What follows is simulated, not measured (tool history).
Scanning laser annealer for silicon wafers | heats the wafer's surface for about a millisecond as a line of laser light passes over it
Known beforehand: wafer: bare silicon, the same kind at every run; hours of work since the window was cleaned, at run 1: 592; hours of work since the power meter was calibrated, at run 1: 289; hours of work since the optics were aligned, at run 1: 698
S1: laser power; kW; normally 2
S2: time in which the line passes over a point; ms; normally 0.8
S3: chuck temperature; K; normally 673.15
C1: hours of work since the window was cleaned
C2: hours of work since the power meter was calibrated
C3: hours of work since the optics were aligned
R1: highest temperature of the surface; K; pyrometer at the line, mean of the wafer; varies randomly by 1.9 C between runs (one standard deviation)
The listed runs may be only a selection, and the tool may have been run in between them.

run   hour     S1     S2      S3   C1   C2    C3       R1
  1      0      2    0.8  673.15  592  289   698  1486.15
  2   18.4      2    0.8  673.15  601  298   708  1491.15
  3   40.6      2    0.8  673.15  612  309   719  1485.15
  4   51.5      2    0.8  673.15  617  315   724  1487.15
  5   71.2      2    0.8  673.15  627  324   734  1490.15
  6   88.2      2    0.8  673.15  636  333   743  1487.15
  7  111.2  1.758    0.8  673.15  647  344   754  1388.15
  8  134.2  1.758    0.8  673.15  659  356   766  1385.15
  9  159.4  1.758    0.8  673.15  671  368   778  1389.15
 10  185.2  1.758  0.758  673.15  684  381   791  1364.15
 11  198.6  1.758  0.758  673.15  691  388   798  1364.15
 12  209.9  2.079  0.758  673.15  696  394   803  1493.15
 13  225.5  2.079  0.758  673.15  704  401   811  1489.15
     228.8  -- window over the wafer cleaned
 14  246.3  2.079  0.758  673.15    9  411   821  1482.15
 15  261.3  2.079  0.758  673.15   16  418   828  1486.15
 16  277.7      2   0.73  673.15   24  427   836  1435.15
     294.2  -- window over the wafer cleaned, once more
 17  297.5      2   0.73  673.15    2  435   845  1464.15
 18    324      2    0.8  673.15   15  449   858  1506.15
 19  343.7      2   0.66  640.15   25  458   868  1383.15
 20  356.8      2   0.66  640.15   31  465   875  1381.15
 21  374.1    1.8  0.665  666.15   40  474   883  1336.15
 22  391.6  1.838  0.665  651.15   49  482   892  1332.15
 23  408.3  1.838  0.665  651.15   57  491   900  1329.15
 24  419.5  2.024    0.8  667.15   63  496   906  1511.15
 25  434.8   2.14  0.721  641.15   70  504   914  1478.15
 26  446.5      2  0.719  644.15   76  510   919  1426.15
 27  469.3      2  0.719  644.15   88  521   931  1424.15
 28  486.5  1.798  0.789  699.15   96  530   939  1434.15
 29  509.3      2  0.672  712.15  107  541   951  1462.15
 30  527.7      2  0.672  712.15  117  550   960  1460.15
 31  551.8      2  0.672  712.15  129  562   972  1456.15
 32  575.7      2  0.672  712.15  141  574   984  1460.15
 33  589.9      2  0.672  712.15  148  581   991  1457.15
 34  611.9  2.005  0.902  649.15  159  592  1002  1539.15
 35  632.1  2.128   0.66  680.15  169  603  1012  1466.15

Hidden state at the last listed run before each entry between runs and at the first one after, where it differs:
Runs 13 to 14: window over the wafer cleaned (hour 228.8)
  light that passes the window, % of a clean one's: 97.14 -> 96.18; width of the line over the set one, %: 1.56 -> 1.57
  measured result minus the result with no hidden state, R1: -33 -> -41 K
Runs 16 to 17: window over the wafer cleaned, once more (hour 294.2)
  light that passes the window, % of a clean one's: 96.13 -> 99.72; laser's true power over the reading, %: -0.35 -> -0.36; width of the line over the set one, %: 1.6 -> 1.62
  measured result minus the result with no hidden state, R1: -40 -> -11 K
